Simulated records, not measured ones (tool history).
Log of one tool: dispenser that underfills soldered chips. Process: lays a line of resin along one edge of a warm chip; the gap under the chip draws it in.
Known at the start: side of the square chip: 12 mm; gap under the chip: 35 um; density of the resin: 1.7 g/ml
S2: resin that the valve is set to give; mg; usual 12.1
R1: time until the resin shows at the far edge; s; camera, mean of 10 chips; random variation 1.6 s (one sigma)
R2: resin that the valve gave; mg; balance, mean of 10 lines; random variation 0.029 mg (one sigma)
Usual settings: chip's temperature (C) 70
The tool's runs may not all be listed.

Run 1, hour 0: usual settings. Result: R1 269.2 s, R2 11.72 mg.
At hour 1.8: new syringe of resin.
At hour 15.1: new syringe of resin.
Run 2, hour 16.5: usual settings. Result: R1 158.3 s, R2 11.6 mg.
At hour 28: new syringe of resin.
Run 3, hour 32.3: usual settings but S2 14.4 mg. Result: R1 178.8 s, R2 13.71 mg.
At hour 34.6: dispensing valve cleaned and set on the balance.
At hour 41.6: new syringe of resin.
Run 4, hour 44: usual settings but S2 14.4 mg. Result: R1 164.3 s, R2 14.33 mg.
Run 5, hour 52: usual settings but S2 14.4 mg. Result: R1 255.6 s, R2 14.24 mg.
At hour 54: new syringe of resin.
At hour 66.3: new syringe of resin.
Run 6, hour 67.7: usual settings but S2 14.4 mg. Result: R1 153.7 s, R2 14.15 mg.
Run 7, hour 76.9: usual settings but S2 14.4 mg. Result: R1 255.5 s, R2 14.16 mg.
At hour 79.1: new syringe of resin.
Run 8, hour 90.7: usual settings but S2 14.4 mg. Result: R1 272.3 s, R2 14.04 mg.
At hour 91.9: new syringe of resin.
Run 9, hour 103.7: usual settings but S2 14.4 mg. Result: R1 276.6 s, R2 13.9 mg.
At hour 105.2: new syringe of resin.
Run 10, hour 113.6: usual settings but S2 14.4 mg. Result: R1 222.6 s, R2 13.85 mg.
At hour 118.3: new syringe of resin.
Run 11, hour 125: usual settings but S2 12.7 mg. Result: R1 209.3 s, R2 12.19 mg.
At hour 130.9: new syringe of resin.
At hour 138: dispensing valve cleaned and set on the balance.
Run 12, hour 141.3: usual settings but S2 12.7 mg. Result: R1 239.4 s, R2 12.69 mg.
At hour 144.6: new syringe of resin.
Run 13, hour 155.1: usual settings but S2 12.7 mg. Result: R1 257.5 s, R2 12.61 mg.
At hour 157.4: new syringe of resin.
Run 14, hour 161.8: usual settings. Result: R1 186.8 s, R2 11.96 mg.
At hour 169.7: new syringe of resin.
Run 15, hour 171.9: usual settings but chip's temperature (C) 83. Result: R1 98.6 s, R2 11.9 mg.
At hour 182.4: new syringe of resin.
Run 16, hour 182.4: usual settings but chip's temperature (C) 83. Result: R1 87 s, R2 11.86 mg.
Run 17, hour 188.9: usual settings but chip's temperature (C) 61, S2 15.1 mg. Result: R1 272.7 s, R2 14.79 mg.
At hour 195.3: new syringe of resin.
Run 18, hour 200.9: usual settings but chip's temperature (C) 83, S2 14.5 mg. Result: R1 116.7 s, R2 14.08 mg.
At hour 207.6: new syringe of resin.
Run 19, hour 209.9: usual settings but chip's temperature (C) 59, S2 11.2 mg. Result: R1 255.5 s, R2 10.8 mg.
Run 20, hour 217.9: usual settings but chip's temperature (C) 59, S2 11.2 mg. Result: R1 407 s, R2 10.77 mg.
At hour 220.1: new syringe of resin.
Run 21, hour 228: usual settings but chip's temperature (C) 82, S2 10.7 mg. Result: R1 148.9 s, R2 10.26 mg.
At hour 233.1: new syringe of resin.
Run 22, hour 237: usual settings but chip's temperature (C) 72, S2 14.1 mg. Result: R1 160 s, R2 13.51 mg.
At hour 241.8: dispensing valve cleaned and set on the balance.
At hour 247: new syringe of resin.
Run 23, hour 251.5: usual settings but chip's temperature (C) 72, S2 14.1 mg. Result: R1 163.1 s, R2 14.03 mg.
At hour 259.7: new syringe of resin.
Run 24, hour 265.2: usual settings but chip's temperature (C) 63, S2 11.8 mg. Result: R1 249.5 s, R2 11.71 mg.
At hour 272.7: new syringe of resin.
Run 25, hour 281.2: usual settings but chip's temperature (C) 55, S2 10.5 mg. Result: R1 416.7 s, R2 10.32 mg.
At hour 285.6: new syringe of resin.
Run 26, hour 293.2: usual settings but chip's temperature (C) 61, S2 12.5 mg. Result: R1 303.9 s, R2 12.18 mg.
At hour 297.8: new syringe of resin.
Run 27, hour 307: usual settings but S2 10.7 mg. Result: R1 246.4 s, R2 10.39 mg.

Forecast each of these 4 alternatives for the next run:
At hour 310.5: new syringe of resin.
Run A, hour 320.7: usual settings but chip's temperature (C) 83, S2 14.4 mg. Result: R1 ?, R2 ?.
At hour 310.5: new syringe of resin.
Run B, hour 320.7: usual settings but chip's temperature (C) 77, S2 15.1 mg. Result: R1 ?, R2 ?.
At hour 310.5: new syringe of resin.
Run C, hour 320.7: usual settings but chip's temperature (C) 55, S2 13 mg. Result: R1 ?, R2 ?.
At hour 310.5: new syringe of resin.
Run D, hour 320.7: usual settings but chip's temperature (C) 63, S2 11.9 mg. Result: R1 ?, R2 ?.

run     R1     R2
  A  146.7  13.87
  B  182.6  14.54
  C    440  12.55
  D    317  11.46
Without the tool's hidden state the same runs would have given:
run     R1     R2
  A   91.5  14.39
  B  114.4  15.09
  C  278.4  13.02
  D  198.8   11.9
